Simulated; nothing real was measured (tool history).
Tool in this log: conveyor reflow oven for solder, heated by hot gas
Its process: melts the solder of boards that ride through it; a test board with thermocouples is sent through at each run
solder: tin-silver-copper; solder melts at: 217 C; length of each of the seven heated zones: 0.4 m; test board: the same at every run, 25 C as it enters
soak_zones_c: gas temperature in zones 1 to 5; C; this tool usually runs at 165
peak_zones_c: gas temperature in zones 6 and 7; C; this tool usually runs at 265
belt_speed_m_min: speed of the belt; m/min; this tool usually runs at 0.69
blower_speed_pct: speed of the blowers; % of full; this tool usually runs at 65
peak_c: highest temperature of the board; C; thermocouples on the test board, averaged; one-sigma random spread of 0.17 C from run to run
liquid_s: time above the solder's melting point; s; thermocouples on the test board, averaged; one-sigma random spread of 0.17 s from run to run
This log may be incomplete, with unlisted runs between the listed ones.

run 1 hour=0 | soak_zones_c=165 peak_zones_c=265 belt_speed_m_min=0.69 blower_speed_pct=65 | peak_c=242.3 liquid_s=40.4
run 2 hour=94.3 | soak_zones_c=165 peak_zones_c=265 belt_speed_m_min=0.69 blower_speed_pct=65 | peak_c=242.3 liquid_s=40.3
run 3 hour=189.7 | soak_zones_c=165 peak_zones_c=265 belt_speed_m_min=0.69 blower_speed_pct=65 | peak_c=241.7 liquid_s=39.7
-- hour=209.9 flux residue cleaned out of gas plates and filters
run 4 hour=248.2 | soak_zones_c=165 peak_zones_c=265 belt_speed_m_min=0.69 blower_speed_pct=65 | peak_c=243.3 liquid_s=42.3
run 5 hour=304.3 | soak_zones_c=165 peak_zones_c=265 belt_speed_m_min=0.69 blower_speed_pct=62 | peak_c=242.1 liquid_s=40.5
run 6 hour=361.2 | soak_zones_c=165 peak_zones_c=265 belt_speed_m_min=0.69 blower_speed_pct=62 | peak_c=241.9 liquid_s=40.5
run 7 hour=422.8 | soak_zones_c=165 peak_zones_c=265 belt_speed_m_min=0.606 blower_speed_pct=65 | peak_c=247.6 liquid_s=53
run 8 hour=515.7 | soak_zones_c=165 peak_zones_c=265 belt_speed_m_min=0.69 blower_speed_pct=65 | peak_c=242.5 liquid_s=41.1
run 9 hour=591.9 | soak_zones_c=165 peak_zones_c=265 belt_speed_m_min=0.69 blower_speed_pct=65 | peak_c=242.5 liquid_s=40.4
run 10 hour=683.6 | soak_zones_c=165 peak_zones_c=265 belt_speed_m_min=0.69 blower_speed_pct=65 | peak_c=242 liquid_s=39.9
-- hour=710.3 flux residue cleaned out of gas plates and filters
run 11 hour=745.7 | soak_zones_c=165 peak_zones_c=265 belt_speed_m_min=0.69 blower_speed_pct=65 | peak_c=243.4 liquid_s=42.4
run 12 hour=840.6 | soak_zones_c=165 peak_zones_c=265 belt_speed_m_min=0.766 blower_speed_pct=65 | peak_c=239 liquid_s=33.2
run 13 hour=893.4 | soak_zones_c=165 peak_zones_c=253 belt_speed_m_min=0.69 blower_speed_pct=65 | peak_c=233.4 liquid_s=31.2
run 14 hour=971.5 | soak_zones_c=165 peak_zones_c=253 belt_speed_m_min=0.69 blower_speed_pct=65 | peak_c=232.8 liquid_s=31
run 15 hour=1036.3 | soak_zones_c=165 peak_zones_c=260 belt_speed_m_min=0.69 blower_speed_pct=65 | peak_c=238.1 liquid_s=37
run 16 hour=1084.3 | soak_zones_c=152 peak_zones_c=265 belt_speed_m_min=0.639 blower_speed_pct=65 | peak_c=242.5 liquid_s=41.2
run 17 hour=1137.1 | soak_zones_c=152 peak_zones_c=265 belt_speed_m_min=0.639 blower_speed_pct=65 | peak_c=242.2 liquid_s=41.1
-- hour=1207.5 flux residue cleaned out of gas plates and filters
run 18 hour=1207.5 | soak_zones_c=152 peak_zones_c=265 belt_speed_m_min=0.691 blower_speed_pct=65 | peak_c=240.7 liquid_s=36
run 19 hour=1259.9 | soak_zones_c=153 peak_zones_c=265 belt_speed_m_min=0.605 blower_speed_pct=59 | peak_c=243.8 liquid_s=45.4
run 20 hour=1345.4 | soak_zones_c=153 peak_zones_c=274 belt_speed_m_min=0.552 blower_speed_pct=67 | peak_c=257.6 liquid_s=63.9
run 21 hour=1404.7 | soak_zones_c=154 peak_zones_c=262 belt_speed_m_min=0.74 blower_speed_pct=60 | peak_c=232.5 liquid_s=24.9
run 22 hour=1491.5 | soak_zones_c=165 peak_zones_c=270 belt_speed_m_min=0.62 blower_speed_pct=65 | peak_c=250.4 liquid_s=54.5
run 23 hour=1537.3 | soak_zones_c=165 peak_zones_c=270 belt_speed_m_min=0.62 blower_speed_pct=65 | peak_c=250.6 liquid_s=54.5
run 24 hour=1629.7 | soak_zones_c=175 peak_zones_c=265 belt_speed_m_min=0.608 blower_speed_pct=65 | peak_c=248.1 liquid_s=57.3
-- hour=1713.8 flux residue cleaned out of gas plates and filters
run 25 hour=1719.3 | soak_zones_c=165 peak_zones_c=271 belt_speed_m_min=0.559 blower_speed_pct=62 | peak_c=255.2 liquid_s=65.7
run 26 hour=1760.5 | soak_zones_c=154 peak_zones_c=274 belt_speed_m_min=0.566 blower_speed_pct=83 | peak_c=261.5 liquid_s=67.1
run 27 hour=1842.1 | soak_zones_c=154 peak_zones_c=274 belt_speed_m_min=0.566 blower_speed_pct=83 | peak_c=261.3 liquid_s=67.1
run 28 hour=1905.9 | soak_zones_c=155 peak_zones_c=265 belt_speed_m_min=0.69 blower_speed_pct=66 | peak_c=241 liquid_s=37.6
-- hour=1963.1 thermocouples of zones 6 and 7 changed
run 29 hour=1976.1 | soak_zones_c=178 peak_zones_c=265 belt_speed_m_min=0.6 blower_speed_pct=65 | peak_c=250.7 liquid_s=62.1

Per-run results on a tool with no hidden state, each run keeping its own random variation:
What the log doesn't record here: heat that the gas passes to the board, % of a clean oven's; belt's true speed, % of the reading; true gas temperature in zones 6 and 7 over the reading, C; drift of the gauge itself on peak_c, C; drift of the gauge itself on liquid_s, %.
run=1 peak_c=243.3 liquid_s=41.1
run=2 peak_c=243.7 liquid_s=41.5
run=3 peak_c=243.5 liquid_s=41.4
run=4 peak_c=243 liquid_s=41.4
run=5 peak_c=242 liquid_s=39.8
run=6 peak_c=242.1 liquid_s=40.1
run=7 peak_c=248 liquid_s=52.6
run=8 peak_c=243.4 liquid_s=41.4
run=9 peak_c=243.7 liquid_s=41.1
run=10 peak_c=243.6 liquid_s=41
run=11 peak_c=243.1 liquid_s=41.2
run=12 peak_c=239.1 liquid_s=32.6
run=13 peak_c=233.7 liquid_s=31
run=14 peak_c=233.4 liquid_s=31.3
run=15 peak_c=239 liquid_s=37.4
run=16 peak_c=243.7 liquid_s=41.7
run=17 peak_c=243.6 liquid_s=41.8
run=18 peak_c=240.4 liquid_s=34.8
run=19 peak_c=243.8 liquid_s=44.2
run=20 peak_c=258.1 liquid_s=62.7
run=21 peak_c=233.1 liquid_s=25
run=22 peak_c=251.4 liquid_s=54
run=23 peak_c=251.8 liquid_s=54.2
run=24 peak_c=249.6 liquid_s=57.2
run=25 peak_c=255.1 liquid_s=63.5
run=26 peak_c=261.7 liquid_s=65.1
run=27 peak_c=261.8 liquid_s=65.4
run=28 peak_c=241.5 liquid_s=36.9
run=29 peak_c=250.9 liquid_s=60.4
